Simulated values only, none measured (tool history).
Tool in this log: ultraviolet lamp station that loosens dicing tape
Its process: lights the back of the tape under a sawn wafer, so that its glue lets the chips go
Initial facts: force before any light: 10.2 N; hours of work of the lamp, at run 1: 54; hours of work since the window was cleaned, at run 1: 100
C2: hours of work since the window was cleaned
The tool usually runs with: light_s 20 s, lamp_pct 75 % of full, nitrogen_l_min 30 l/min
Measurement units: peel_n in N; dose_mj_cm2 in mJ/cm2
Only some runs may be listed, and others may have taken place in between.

Run 1, hour 0.0: usual settings; hours of work of the lamp 54; C2 100. Result: peel_n 0.765 N, dose_mj_cm2 498 mJ/cm2.
Run 2, hour 3.9: usual settings; hours of work of the lamp 56; C2 101. Result: peel_n 0.725 N, dose_mj_cm2 491 mJ/cm2.
Run 3, hour 11.1: usual settings; hours of work of the lamp 59; C2 105. Result: peel_n 0.743 N, dose_mj_cm2 487 mJ/cm2.
Run 4, hour 19.7: usual settings; hours of work of the lamp 63; C2 108. Result: peel_n 0.750 N, dose_mj_cm2 492 mJ/cm2.
Run 5, hour 26.3: usual settings; hours of work of the lamp 66; C2 111. Result: peel_n 0.757 N, dose_mj_cm2 494 mJ/cm2.
Run 6, hour 32.2: usual settings; hours of work of the lamp 68; C2 114. Result: peel_n 0.751 N, dose_mj_cm2 498 mJ/cm2.
Run 7, hour 39.3: usual settings; hours of work of the lamp 72; C2 117. Result: peel_n 0.755 N, dose_mj_cm2 493 mJ/cm2.
Run 8, hour 45.3: usual settings; hours of work of the lamp 74; C2 120. Result: peel_n 0.768 N, dose_mj_cm2 492 mJ/cm2.
Run 9, hour 53.4: usual settings but light_s 12 s; hours of work of the lamp 78; C2 124. Result: peel_n 2.103 N, dose_mj_cm2 296 mJ/cm2.
Run 10, hour 59.8: usual settings but light_s 12 s, lamp_pct 76 % of full; hours of work of the lamp 81; C2 126. Result: peel_n 1.998 N, dose_mj_cm2 297 mJ/cm2.
Run 11, hour 68.0: usual settings but light_s 12 s, lamp_pct 76 % of full; hours of work of the lamp 84; C2 130. Result: peel_n 1.970 N, dose_mj_cm2 302 mJ/cm2.
Run 12, hour 74.3: usual settings but light_s 12 s, lamp_pct 76 % of full; hours of work of the lamp 87; C2 133. Result: peel_n 2.031 N, dose_mj_cm2 295 mJ/cm2.
Run 13, hour 79.6: usual settings but light_s 12 s, lamp_pct 76 % of full; hours of work of the lamp 90; C2 135. Result: peel_n 1.943 N, dose_mj_cm2 298 mJ/cm2.
Run 14, hour 83.6: usual settings but light_s 12 s; hours of work of the lamp 91; C2 137. Result: peel_n 2.060 N, dose_mj_cm2 291 mJ/cm2.
Run 15, hour 88.2: usual settings but light_s 13 s; hours of work of the lamp 93; C2 139. Result: peel_n 1.779 N, dose_mj_cm2 320 mJ/cm2.
Run 16, hour 96.4: usual settings but nitrogen_l_min 24 l/min; hours of work of the lamp 97; C2 143. Result: peel_n 0.818 N, dose_mj_cm2 487 mJ/cm2.
Run 17, hour 101.8: usual settings but nitrogen_l_min 24 l/min; hours of work of the lamp 100; C2 145. Result: peel_n 0.812 N, dose_mj_cm2 487 mJ/cm2.
Run 18, hour 105.7: usual settings but nitrogen_l_min 24 l/min; hours of work of the lamp 101; C2 147. Result: peel_n 0.882 N, dose_mj_cm2 486 mJ/cm2.
Run 19, hour 111.5: usual settings but lamp_pct 68 % of full, nitrogen_l_min 24 l/min; hours of work of the lamp 104; C2 150. Result: peel_n 1.027 N, dose_mj_cm2 438 mJ/cm2.
Run 20, hour 119.8: usual settings; hours of work of the lamp 108; C2 153. Result: peel_n 0.749 N, dose_mj_cm2 490 mJ/cm2.
Run 21, hour 127.0: usual settings; hours of work of the lamp 111; C2 156. Result: peel_n 0.778 N, dose_mj_cm2 481 mJ/cm2.
Run 22, hour 131.4: usual settings; hours of work of the lamp 113; C2 158. Result: peel_n 0.736 N, dose_mj_cm2 480 mJ/cm2.
Run 23, hour 135.4: usual settings but lamp_pct 65 % of full; hours of work of the lamp 115; C2 160. Result: peel_n 1.068 N, dose_mj_cm2 422 mJ/cm2.
Run 24, hour 142.6: usual settings but lamp_pct 65 % of full; hours of work of the lamp 118; C2 163. Result: peel_n 1.082 N, dose_mj_cm2 419 mJ/cm2.
Run 25, hour 148.4: usual settings but nitrogen_l_min 17 l/min; hours of work of the lamp 120; C2 166. Result: peel_n 1.014 N, dose_mj_cm2 482 mJ/cm2.
Run 26, hour 157.1: usual settings but nitrogen_l_min 17 l/min; hours of work of the lamp 124; C2 170. Result: peel_n 0.998 N, dose_mj_cm2 477 mJ/cm2.
At hour 158.3: window cleaned of glue's vapour.
Run 27, hour 165.3: usual settings but nitrogen_l_min 17 l/min; hours of work of the lamp 128; C2 3. Result: peel_n 1.047 N, dose_mj_cm2 478 mJ/cm2.
Run 28, hour 172.8: usual settings but nitrogen_l_min 17 l/min; hours of work of the lamp 131; C2 6. Result: peel_n 1.061 N, dose_mj_cm2 475 mJ/cm2.
Run 29, hour 179.1: usual settings but nitrogen_l_min 17 l/min; hours of work of the lamp 134; C2 9. Result: peel_n 1.063 N, dose_mj_cm2 475 mJ/cm2.
Run 30, hour 185.3: usual settings but light_s 12 s, lamp_pct 90 % of full, nitrogen_l_min 19 l/min; hours of work of the lamp 137; C2 12. Result: peel_n 1.825 N, dose_mj_cm2 339 mJ/cm2.
Run 31, hour 192.0: usual settings but light_s 12 s, lamp_pct 90 % of full, nitrogen_l_min 19 l/min; hours of work of the lamp 140; C2 15. Result: peel_n 1.879 N, dose_mj_cm2 343 mJ/cm2.
Run 32, hour 196.9: usual settings but light_s 12 s, lamp_pct 90 % of full, nitrogen_l_min 19 l/min; hours of work of the lamp 142; C2 17. Result: peel_n 1.849 N, dose_mj_cm2 340 mJ/cm2.
Run 33, hour 202.4: usual settings but light_s 23 s, lamp_pct 97 % of full; hours of work of the lamp 144; C2 20. Result: peel_n 0.319 N, dose_mj_cm2 704 mJ/cm2.
Run 34, hour 206.6: usual settings but light_s 23 s, lamp_pct 97 % of full; hours of work of the lamp 146; C2 22. Result: peel_n 0.323 N, dose_mj_cm2 702 mJ/cm2.
At hour 209.5: window cleaned of glue's vapour, once more.
Run 35, hour 211.4: usual settings but lamp_pct 82 % of full, nitrogen_l_min 31 l/min; hours of work of the lamp 148; C2 1. Result: peel_n 0.586 N, dose_mj_cm2 538 mJ/cm2.
Run 36, hour 217.9: usual settings but light_s 34 s, nitrogen_l_min 21 l/min; hours of work of the lamp 151; C2 4. Result: peel_n 0.258 N, dose_mj_cm2 831 mJ/cm2.
Run 37, hour 226.2: usual settings but light_s 16 s, nitrogen_l_min 36 l/min; hours of work of the lamp 155; C2 7. Result: peel_n 1.132 N, dose_mj_cm2 394 mJ/cm2.
Run 38, hour 235.3: usual settings but light_s 13 s, lamp_pct 93 % of full, nitrogen_l_min 21 l/min; hours of work of the lamp 159; C2 12. Result: peel_n 1.379 N, dose_mj_cm2 398 mJ/cm2.
Run 39, hour 244.4: usual settings but light_s 13 s, lamp_pct 94 % of full; hours of work of the lamp 163; C2 16. Result: peel_n 1.126 N, dose_mj_cm2 391 mJ/cm2.
Run 40, hour 248.7: usual settings but light_s 13 s, lamp_pct 99 % of full, nitrogen_l_min 35 l/min; hours of work of the lamp 165; C2 18. Result: peel_n 1.043 N, dose_mj_cm2 422 mJ/cm2.
Run 41, hour 252.5: usual settings but lamp_pct 99 % of full, nitrogen_l_min 44 l/min; hours of work of the lamp 167; C2 19. Result: peel_n 0.338 N, dose_mj_cm2 647 mJ/cm2.
Run 42, hour 260.0: usual settings but light_s 32 s, nitrogen_l_min 42 l/min; hours of work of the lamp 170; C2 23. Result: peel_n 0.237 N, dose_mj_cm2 779 mJ/cm2.
Run 43, hour 265.8: usual settings but light_s 32 s, nitrogen_l_min 42 l/min; hours of work of the lamp 172; C2 25. Result: peel_n 0.221 N, dose_mj_cm2 777 mJ/cm2.
Run 44, hour 271.4: usual settings but light_s 13 s, lamp_pct 69 % of full, nitrogen_l_min 11 l/min; hours of work of the lamp 175; C2 28. Result: peel_n 2.912 N, dose_mj_cm2 293 mJ/cm2.

Branching from run 44: 3 alternative next runs. What would each branch give?
Run A, hour 276.1: usual settings but light_s 12 s, lamp_pct 72 % of full, nitrogen_l_min 31 l/min; hours of work of the lamp 177; C2 30. Result: peel_n ?, dose_mj_cm2 ?.
Run B, hour 276.1: usual settings but lamp_pct 69 % of full, nitrogen_l_min 11 l/min; hours of work of the lamp 177; C2 30. Result: peel_n ?, dose_mj_cm2 ?.
Run C, hour 276.1: usual settings but lamp_pct 63 % of full; hours of work of the lamp 177; C2 30. Result: peel_n ?, dose_mj_cm2 ?.

run  peel_n  dose_mj_cm2
  A   2.158          279
  B   1.445          450
  C   1.123          408
Without the tool's hidden state the same runs would have given:
run  peel_n  dose_mj_cm2
  A   1.979          295
  B   1.301          475
  C   1.001          431
